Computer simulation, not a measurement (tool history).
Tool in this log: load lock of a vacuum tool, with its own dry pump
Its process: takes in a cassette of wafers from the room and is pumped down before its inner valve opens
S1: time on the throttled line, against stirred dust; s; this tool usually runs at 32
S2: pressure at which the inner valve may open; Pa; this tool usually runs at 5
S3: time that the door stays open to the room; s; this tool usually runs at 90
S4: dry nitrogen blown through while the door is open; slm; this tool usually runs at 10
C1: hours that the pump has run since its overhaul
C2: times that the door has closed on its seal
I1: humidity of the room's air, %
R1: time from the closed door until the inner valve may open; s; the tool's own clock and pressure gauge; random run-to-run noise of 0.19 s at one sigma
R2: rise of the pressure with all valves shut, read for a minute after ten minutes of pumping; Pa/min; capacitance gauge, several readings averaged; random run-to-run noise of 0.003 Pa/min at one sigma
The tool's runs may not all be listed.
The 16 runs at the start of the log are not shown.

{"run": 17, "day": 124.425, "S1": 32, "S2": 5, "S3": 90, "S4": 10, "C1": 5737, "C2": 28206, "I1": 42.8, "R1": 60.5, "R2": 0.31}
{"run": 18, "day": 133.892, "S1": 32, "S2": 5, "S3": 90, "S4": 10, "C1": 5964, "C2": 28914, "I1": 45.8, "R1": 60.9, "R2": 0.317}
{"run": 19, "day": 141.954, "S1": 32, "S2": 5, "S3": 90, "S4": 10, "C1": 6158, "C2": 29518, "I1": 45.4, "R1": 61.1, "R2": 0.32}
{"run": 20, "day": 148.6, "S1": 32, "S2": 5, "S3": 86, "S4": 13, "C1": 6317, "C2": 30015, "I1": 43.9, "R1": 60.8, "R2": 0.326}
{"run": 21, "day": 156.158, "S1": 32, "S2": 5, "S3": 104, "S4": 45, "C1": 6499, "C2": 30582, "I1": 46.0, "R1": 61.6, "R2": 0.319}
{"run": 22, "day": 165.454, "S1": 32, "S2": 5, "S3": 104, "S4": 45, "C1": 6722, "C2": 31277, "I1": 47.9, "R1": 61.2, "R2": 0.346}
{"run": 23, "day": 171.129, "S1": 32, "S2": 5, "S3": 104, "S4": 45, "C1": 6858, "C2": 31702, "I1": 43.4, "R1": 61.0, "R2": 0.348}
{"run": 24, "day": 176.079, "S1": 32, "S2": 5, "S3": 127, "S4": 45, "C1": 6977, "C2": 32073, "I1": 42.3, "R1": 61.3, "R2": 0.353}
{"run": 25, "day": 183.458, "S1": 32, "S2": 9, "S3": 90, "S4": 12, "C1": 7154, "C2": 32625, "I1": 48.6, "R1": 58.9, "R2": 0.376}
{"run": 26, "day": 190.342, "S1": 32, "S2": 7, "S3": 90, "S4": 10, "C1": 7319, "C2": 33141, "I1": 41.9, "R1": 60.1, "R2": 0.384}
{"run": 27, "day": 199.288, "S1": 34, "S2": 7, "S3": 90, "S4": 10, "C1": 7534, "C2": 33810, "I1": 48.8, "R1": 61.6, "R2": 0.41}
{"run": 28, "day": 205.075, "S1": 34, "S2": 7, "S3": 90, "S4": 10, "C1": 7673, "C2": 34244, "I1": 43.9, "R1": 61.4, "R2": 0.409}
{"run": 29, "day": 213.504, "S1": 34, "S2": 5, "S3": 90, "S4": 10, "C1": 7875, "C2": 34875, "I1": 44.3, "R1": 63.5, "R2": 0.424}
{"run": 30, "day": 223.779, "S1": 34, "S2": 5, "S3": 90, "S4": 10, "C1": 8122, "C2": 35644, "I1": 49.1, "R1": 63.2, "R2": 0.44}
{"run": 31, "day": 231.092, "S1": 34, "S2": 5, "S3": 90, "S4": 10, "C1": 8297, "C2": 36192, "I1": 47.1, "R1": 63.9, "R2": 0.44}
{"day": 236.771, "done": "door's seal changed, seat wiped"}
{"run": 32, "day": 240.412, "S1": 34, "S2": 5, "S3": 90, "S4": 10, "C1": 8520, "C2": 273, "I1": 45.7, "R1": 63.6, "R2": 0.023}
{"run": 33, "day": 248.5, "S1": 34, "S2": 5, "S3": 90, "S4": 10, "C1": 8714, "C2": 878, "I1": 43.0, "R1": 63.7, "R2": 0.028}
{"run": 34, "day": 254.312, "S1": 32, "S2": 8, "S3": 90, "S4": 33, "C1": 8853, "C2": 1313, "I1": 44.5, "R1": 60.4, "R2": 0.016}
{"run": 35, "day": 261.192, "S1": 38, "S2": 8, "S3": 90, "S4": 18, "C1": 9018, "C2": 1829, "I1": 45.4, "R1": 64.3, "R2": 0.028}
{"run": 36, "day": 267.188, "S1": 38, "S2": 8, "S3": 90, "S4": 18, "C1": 9162, "C2": 2278, "I1": 46.1, "R1": 64.8, "R2": 0.027}
{"run": 37, "day": 275.133, "S1": 43, "S2": 5, "S3": 90, "S4": 10, "C1": 9353, "C2": 2872, "I1": 41.6, "R1": 70.7, "R2": 0.035}
{"day": 279.117, "done": "dry pump taken out, an overhauled one fitted"}
{"run": 38, "day": 286.767, "S1": 43, "S2": 8, "S3": 90, "S4": 28, "C1": 184, "C2": 3725, "I1": 43.3, "R1": 65.0, "R2": 0.024}

Alternative continuations, all from the tool just after run 38; predict every row:
{"run": "A", "day": 293.433, "S1": 32, "S2": 9, "S3": 46, "S4": 10, "C1": 344, "C2": 4224, "I1": 47.5, "R1": "?", "R2": "?"}
{"run": "B", "day": 293.433, "S1": 32, "S2": 7, "S3": 101, "S4": 35, "C1": 344, "C2": 4224, "I1": 45.5, "R1": "?", "R2": "?"}
{"run": "C", "day": 293.433, "S1": 62, "S2": 8, "S3": 47, "S4": 41, "C1": 344, "C2": 4224, "I1": 45.6, "R1": "?", "R2": "?"}

run=A R1=56.8 R2=0.043
run=B R1=57.3 R2=0.026
run=C R1=79.4 R2=0.032
Without the tool's hidden state the same runs would have given:
run=A R1=56.2 R2=0.023
run=B R1=56.7 R2=0.007
run=C R1=79.0 R2=0.012

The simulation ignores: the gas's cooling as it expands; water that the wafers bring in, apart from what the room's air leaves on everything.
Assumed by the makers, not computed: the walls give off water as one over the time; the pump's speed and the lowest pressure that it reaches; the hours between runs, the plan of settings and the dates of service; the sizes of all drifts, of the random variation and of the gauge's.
